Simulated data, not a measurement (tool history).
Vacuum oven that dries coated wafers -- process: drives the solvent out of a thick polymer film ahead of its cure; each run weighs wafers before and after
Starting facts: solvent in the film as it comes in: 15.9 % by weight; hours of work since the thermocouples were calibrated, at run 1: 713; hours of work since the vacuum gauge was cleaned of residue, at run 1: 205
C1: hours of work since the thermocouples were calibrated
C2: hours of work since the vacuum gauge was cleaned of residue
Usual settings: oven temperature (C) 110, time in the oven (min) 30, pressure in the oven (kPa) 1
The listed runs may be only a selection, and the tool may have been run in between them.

run 1 hour=0 | oven_temperature_(C)=110 time_in_the_oven_(min)=30 pressure_in_the_oven_(kPa)=1 | C1=713 C2=205 | solvent_left_in_the_film_(%)=3.07
run 2 hour=18.2 | oven_temperature_(C)=110 time_in_the_oven_(min)=30 pressure_in_the_oven_(kPa)=1 | C1=723 C2=214 | solvent_left_in_the_film_(%)=3.03
run 3 hour=31 | oven_temperature_(C)=110 time_in_the_oven_(min)=30 pressure_in_the_oven_(kPa)=1 | C1=729 C2=221 | solvent_left_in_the_film_(%)=2.95
run 4 hour=45.4 | oven_temperature_(C)=110 time_in_the_oven_(min)=30 pressure_in_the_oven_(kPa)=1 | C1=737 C2=228 | solvent_left_in_the_film_(%)=3.03
run 5 hour=62.9 | oven_temperature_(C)=110 time_in_the_oven_(min)=30 pressure_in_the_oven_(kPa)=1 | C1=745 C2=237 | solvent_left_in_the_film_(%)=3.04
run 6 hour=76.9 | oven_temperature_(C)=110 time_in_the_oven_(min)=30 pressure_in_the_oven_(kPa)=1 | C1=753 C2=244 | solvent_left_in_the_film_(%)=3.03
run 7 hour=92.7 | oven_temperature_(C)=110 time_in_the_oven_(min)=30 pressure_in_the_oven_(kPa)=1 | C1=761 C2=252 | solvent_left_in_the_film_(%)=3.06
run 8 hour=106.4 | oven_temperature_(C)=110 time_in_the_oven_(min)=30 pressure_in_the_oven_(kPa)=1 | C1=768 C2=259 | solvent_left_in_the_film_(%)=2.98
run 9 hour=119.5 | oven_temperature_(C)=110 time_in_the_oven_(min)=30 pressure_in_the_oven_(kPa)=1 | C1=774 C2=266 | solvent_left_in_the_film_(%)=3.1
run 10 hour=130 | oven_temperature_(C)=110 time_in_the_oven_(min)=30 pressure_in_the_oven_(kPa)=1 | C1=780 C2=271 | solvent_left_in_the_film_(%)=3.17
run 11 hour=151.2 | oven_temperature_(C)=110 time_in_the_oven_(min)=30 pressure_in_the_oven_(kPa)=1 | C1=791 C2=282 | solvent_left_in_the_film_(%)=3.1
run 12 hour=167.5 | oven_temperature_(C)=110 time_in_the_oven_(min)=30 pressure_in_the_oven_(kPa)=1 | C1=799 C2=290 | solvent_left_in_the_film_(%)=3.02
run 13 hour=183.2 | oven_temperature_(C)=110 time_in_the_oven_(min)=30 pressure_in_the_oven_(kPa)=1 | C1=807 C2=298 | solvent_left_in_the_film_(%)=3.07
run 14 hour=203.2 | oven_temperature_(C)=110 time_in_the_oven_(min)=30 pressure_in_the_oven_(kPa)=1 | C1=817 C2=309 | solvent_left_in_the_film_(%)=2.98
run 15 hour=222.2 | oven_temperature_(C)=110 time_in_the_oven_(min)=30 pressure_in_the_oven_(kPa)=0.9 | C1=827 C2=318 | solvent_left_in_the_film_(%)=3.04
run 16 hour=241.8 | oven_temperature_(C)=110 time_in_the_oven_(min)=30 pressure_in_the_oven_(kPa)=0.9 | C1=837 C2=328 | solvent_left_in_the_film_(%)=3.02
run 17 hour=259.4 | oven_temperature_(C)=110 time_in_the_oven_(min)=30 pressure_in_the_oven_(kPa)=0.67 | C1=846 C2=337 | solvent_left_in_the_film_(%)=2.82
run 18 hour=279.9 | oven_temperature_(C)=97 time_in_the_oven_(min)=30 pressure_in_the_oven_(kPa)=1 | C1=856 C2=348 | solvent_left_in_the_film_(%)=6.57
run 19 hour=295.7 | oven_temperature_(C)=97 time_in_the_oven_(min)=30 pressure_in_the_oven_(kPa)=1 | C1=864 C2=356 | solvent_left_in_the_film_(%)=6.61
run 20 hour=310.6 | oven_temperature_(C)=97 time_in_the_oven_(min)=38 pressure_in_the_oven_(kPa)=1 | C1=872 C2=363 | solvent_left_in_the_film_(%)=5.72
run 21 hour=331.8 | oven_temperature_(C)=97 time_in_the_oven_(min)=38 pressure_in_the_oven_(kPa)=1 | C1=883 C2=374 | solvent_left_in_the_film_(%)=5.55
run 22 hour=345.8 | oven_temperature_(C)=97 time_in_the_oven_(min)=38 pressure_in_the_oven_(kPa)=1 | C1=890 C2=381 | solvent_left_in_the_film_(%)=5.57
run 23 hour=369.5 | oven_temperature_(C)=97 time_in_the_oven_(min)=38 pressure_in_the_oven_(kPa)=1 | C1=902 C2=393 | solvent_left_in_the_film_(%)=5.63
run 24 hour=382.2 | oven_temperature_(C)=110 time_in_the_oven_(min)=31 pressure_in_the_oven_(kPa)=1 | C1=908 C2=400 | solvent_left_in_the_film_(%)=2.98
run 25 hour=397.9 | oven_temperature_(C)=110 time_in_the_oven_(min)=39 pressure_in_the_oven_(kPa)=0.59 | C1=916 C2=408 | solvent_left_in_the_film_(%)=1.89
run 26 hour=422.4 | oven_temperature_(C)=110 time_in_the_oven_(min)=42 pressure_in_the_oven_(kPa)=0.65 | C1=929 C2=420 | solvent_left_in_the_film_(%)=1.78

For run 27, what comes out?
run 27 hour=444.4 | oven_temperature_(C)=107 time_in_the_oven_(min)=46 pressure_in_the_oven_(kPa)=3.29 | C1=940 C2=432 | solvent_left_in_the_film_(%)=?

solvent left in the film (%): 4.63
Were there no unlogged condition in the tool, this run, its random variation unchanged, would have produced solvent left in the film (%) 4.3.
